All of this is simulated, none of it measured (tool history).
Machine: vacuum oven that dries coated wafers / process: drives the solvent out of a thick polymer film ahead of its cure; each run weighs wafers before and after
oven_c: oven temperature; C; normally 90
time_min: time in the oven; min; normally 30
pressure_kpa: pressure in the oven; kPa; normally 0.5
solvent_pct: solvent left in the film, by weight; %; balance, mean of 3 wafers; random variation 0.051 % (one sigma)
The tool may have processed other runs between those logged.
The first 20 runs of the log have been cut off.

run	hour	oven_c	time_min	pressure_kpa	hours of work since the thermocouples were calibrated	hours of work since the vacuum gauge was cleaned of residue	solvent_pct
# hour 377.5: vacuum gauge cleaned of residue and calibrated
21	398.6	100	30	0.312	480	11	0.1
22	420.7	100	30	0.312	492	23	0.15
23	434.5	100	30	0.312	500	31	0.16
24	456.9	90	46	0.976	512	43	0.53
25	469.1	84	46	1.247	518	50	1.44
26	491.9	93	27	0.5	531	62	0.61
27	509.2	90	27	0.5	540	71	1.2
# hour 516.5: vacuum gauge cleaned of residue and calibrated, once more
28	524.2	95	54	0.541	547	4	0.24
29	549.7	98	29	0.565	561	18	0.25
30	574.9	98	29	0.565	575	32	0.17
31	589.8	98	29	0.565	583	40	0.25
32	604	98	29	0.565	591	47	0.21
33	631.8	98	29	0.565	606	62	0.31
34	646.3	93	19	1.461	613	70	1.84

Alternative continuations, all from the tool just after run 34; predict every row:
A	659.6	95	19	1.309	621	77	?
B	659.6	83	22	0.855	621	77	?
C	659.6	93	19	0.31	621	77	?
D	659.6	90	28	0.973	621	77	?
E	659.6	95	19	0.576	621	77	?

run	solvent_pct
A	1.24
B	4.4
C	1.42
D	1.13
E	1.12
Without the tool's hidden state the same runs would have given:
run	solvent_pct
A	1.58
B	5.15
C	1.85
D	1.46
E	1.46

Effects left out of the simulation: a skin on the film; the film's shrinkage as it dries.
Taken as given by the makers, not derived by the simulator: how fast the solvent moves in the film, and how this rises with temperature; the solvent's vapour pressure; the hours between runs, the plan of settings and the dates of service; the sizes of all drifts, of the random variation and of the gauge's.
